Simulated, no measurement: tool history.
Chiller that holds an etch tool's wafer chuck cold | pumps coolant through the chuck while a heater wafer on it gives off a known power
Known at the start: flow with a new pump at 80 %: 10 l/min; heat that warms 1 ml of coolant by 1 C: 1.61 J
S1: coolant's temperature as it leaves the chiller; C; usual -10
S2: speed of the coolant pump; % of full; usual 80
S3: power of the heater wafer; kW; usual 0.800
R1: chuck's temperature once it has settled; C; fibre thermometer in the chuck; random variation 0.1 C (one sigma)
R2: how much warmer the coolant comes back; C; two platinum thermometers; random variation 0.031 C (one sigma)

run 1 day=0.000 | S1=-10 S2=80 S3=0.800 | R1=-0.4 R2=3.31
run 2 day=4.446 | S1=-10 S2=80 S3=0.800 | R1=-0.4 R2=3.34
run 3 day=11.404 | S1=-10 S2=80 S3=0.800 | R1=-0.4 R2=3.37
run 4 day=18.008 | S1=-10 S2=83 S3=0.800 | R1=-0.4 R2=3.20
run 5 day=21.554 | S1=-10 S2=83 S3=0.800 | R1=-0.3 R2=3.29
run 6 day=27.767 | S1=-10 S2=80 S3=0.800 | R1=0.1 R2=3.39
run 7 day=35.300 | S1=-10 S2=80 S3=0.800 | R1=0.4 R2=3.42
run 8 day=42.579 | S1=-10 S2=80 S3=0.800 | R1=0.2 R2=3.48
run 9 day=47.158 | S1=-10 S2=80 S3=0.800 | R1=0.4 R2=3.45
run 10 day=53.288 | S1=-3 S2=80 S3=0.800 | R1=7.4 R2=3.55
run 11 day=61.600 | S1=-4 S2=80 S3=0.712 | R1=5.6 R2=3.17
run 12 day=67.583 | S1=-20 S2=95 S3=1.112 | R1=-6.7 R2=4.23
run 13 day=73.588 | S1=-4 S2=80 S3=1.112 | R1=10.6 R2=4.97
run 14 day=78.171 | S1=-11 S2=97 S3=0.601 | R1=-3.4 R2=2.24
run 15 day=85.033 | S1=-11 S2=97 S3=0.601 | R1=-3.5 R2=2.26
run 16 day=89.054 | S1=-4 S2=82 S3=0.522 | R1=3.3 R2=2.27
run 17 day=94.262 | S1=-6 S2=80 S3=0.514 | R1=1.2 R2=2.34
run 18 day=101.246 | S1=-19 S2=80 S3=0.800 | R1=-7.7 R2=3.61

5 ways to go on from here, each from the tool as it stands after run 18. What would each give?
run A day=105.350 | S1=-5 S2=95 S3=0.800 | R1=? R2=?
run B day=105.350 | S1=-18 S2=76 S3=0.450 | R1=? R2=?
run C day=105.350 | S1=-19 S2=68 S3=0.661 | R1=? R2=?
run D day=105.350 | S1=-5 S2=84 S3=0.605 | R1=? R2=?
run E day=105.350 | S1=-19 S2=80 S3=0.431 | R1=? R2=?

run=A R1=5.5 R2=3.11
run=B R1=-10.9 R2=2.15
run=C R1=-8.6 R2=3.50
run=D R1=3.6 R2=2.64
run=E R1=-12.5 R2=1.99
Without the tool's hidden state the same runs would have given:
run=A R1=2.7 R2=2.54
run=B R1=-13.0 R2=1.76
run=C R1=-11.4 R2=2.86
run=D R1=1.1 R2=2.16
run=E R1=-14.4 R2=1.63
